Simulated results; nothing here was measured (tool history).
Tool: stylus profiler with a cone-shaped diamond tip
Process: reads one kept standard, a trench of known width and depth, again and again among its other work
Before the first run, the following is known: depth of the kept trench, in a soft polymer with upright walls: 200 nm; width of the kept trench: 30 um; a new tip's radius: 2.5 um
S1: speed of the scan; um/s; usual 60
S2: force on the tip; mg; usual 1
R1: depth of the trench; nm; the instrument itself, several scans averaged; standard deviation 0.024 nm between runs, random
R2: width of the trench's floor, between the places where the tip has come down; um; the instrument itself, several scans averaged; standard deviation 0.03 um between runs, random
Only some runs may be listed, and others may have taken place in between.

{"run": 1, "day": 0.0, "S1": 60, "S2": 1, "R1": 201.24, "R2": 27.25}
{"run": 2, "day": 3.308, "S1": 60, "S2": 1, "R1": 201.25, "R2": 27.24}
{"run": 3, "day": 5.983, "S1": 60, "S2": 1, "R1": 201.23, "R2": 27.26}
{"run": 4, "day": 8.517, "S1": 60, "S2": 1, "R1": 201.26, "R2": 27.21}
{"run": 5, "day": 11.112, "S1": 60, "S2": 1, "R1": 201.27, "R2": 27.24}
{"run": 6, "day": 13.438, "S1": 60, "S2": 1, "R1": 201.28, "R2": 27.23}
{"run": 7, "day": 17.325, "S1": 60, "S2": 1, "R1": 201.29, "R2": 27.18}
{"run": 8, "day": 19.75, "S1": 60, "S2": 1, "R1": 201.28, "R2": 27.13}
{"run": 9, "day": 23.579, "S1": 60, "S2": 1, "R1": 201.33, "R2": 27.2}
{"run": 10, "day": 26.767, "S1": 60, "S2": 1, "R1": 201.26, "R2": 27.19}
{"run": 11, "day": 29.083, "S1": 60, "S2": 1, "R1": 201.31, "R2": 27.18}
{"day": 31.592, "done": "height scale calibrated on a step standard"}
{"run": 12, "day": 32.504, "S1": 60, "S2": 1.06, "R1": 201.03, "R2": 27.14}
{"run": 13, "day": 36.112, "S1": 93, "S2": 1.06, "R1": 201.08, "R2": 26.93}
{"run": 14, "day": 39.146, "S1": 60, "S2": 1, "R1": 201.02, "R2": 27.1}
{"run": 15, "day": 42.925, "S1": 60, "S2": 1, "R1": 201.02, "R2": 27.12}
{"run": 16, "day": 45.746, "S1": 15, "S2": 1, "R1": 201.05, "R2": 27.43}
{"run": 17, "day": 48.0, "S1": 15, "S2": 1, "R1": 201.02, "R2": 27.44}
{"run": 18, "day": 49.758, "S1": 118, "S2": 1.35, "R1": 201.27, "R2": 26.78}
{"run": 19, "day": 53.588, "S1": 118, "S2": 1.35, "R1": 201.31, "R2": 26.79}
{"run": 20, "day": 56.95, "S1": 60, "S2": 1.07, "R1": 201.16, "R2": 27.09}
{"run": 21, "day": 60.446, "S1": 60, "S2": 1.44, "R1": 201.39, "R2": 27.18}
{"run": 22, "day": 62.392, "S1": 54, "S2": 0.52, "R1": 200.7, "R2": 26.98}
{"run": 23, "day": 65.496, "S1": 54, "S2": 0.52, "R1": 200.72, "R2": 26.95}
{"run": 24, "day": 68.362, "S1": 130, "S2": 1.15, "R1": 201.27, "R2": 26.63}
{"run": 25, "day": 71.308, "S1": 22, "S2": 1, "R1": 201.15, "R2": 27.32}
{"run": 26, "day": 74.458, "S1": 49, "S2": 0.35, "R1": 200.61, "R2": 26.96}
{"run": 27, "day": 77.771, "S1": 139, "S2": 1.62, "R1": 201.61, "R2": 26.69}
{"run": 28, "day": 81.154, "S1": 139, "S2": 1.62, "R1": 201.62, "R2": 26.73}
{"run": 29, "day": 84.638, "S1": 70, "S2": 2.22, "R1": 201.91, "R2": 27.11}
{"run": 30, "day": 87.046, "S1": 18, "S2": 0.66, "R1": 200.94, "R2": 27.32}
{"run": 31, "day": 89.0, "S1": 31, "S2": 0.86, "R1": 201.16, "R2": 27.17}
{"run": 32, "day": 90.975, "S1": 198, "S2": 0.55, "R1": 200.89, "R2": 25.48}

Per-run results on a tool with no hidden state, each run keeping its own random variation:
The tool's hidden condition here consists of: radius of the tip, um; height scale over the true one, %; drift of the gauge itself on depth_nm, %; drift of the gauge itself on floor_um, %.
run=1 R1=201.06 R2=27.61
run=2 R1=201.06 R2=27.61
run=3 R1=201.03 R2=27.64
run=4 R1=201.05 R2=27.6
run=5 R1=201.05 R2=27.64
run=6 R1=201.05 R2=27.63
run=7 R1=201.05 R2=27.59
run=8 R1=201.03 R2=27.55
run=9 R1=201.07 R2=27.63
run=10 R1=200.99 R2=27.62
run=11 R1=201.02 R2=27.62
run=12 R1=201.1 R2=27.59
run=13 R1=201.13 R2=27.38
run=14 R1=201.06 R2=27.56
run=15 R1=201.04 R2=27.59
run=16 R1=201.06 R2=27.91
run=17 R1=201.03 R2=27.93
run=18 R1=201.27 R2=27.27
run=19 R1=201.3 R2=27.29
run=20 R1=201.14 R2=27.6
run=21 R1=201.35 R2=27.69
run=22 R1=200.65 R2=27.5
run=23 R1=200.66 R2=27.47
run=24 R1=201.2 R2=27.16
run=25 R1=201.07 R2=27.86
run=26 R1=200.52 R2=27.51
run=27 R1=201.51 R2=27.25
run=28 R1=201.5 R2=27.3
run=29 R1=201.78 R2=27.68
run=30 R1=200.8 R2=27.9
run=31 R1=201.02 R2=27.75
run=32 R1=200.74 R2=26.07
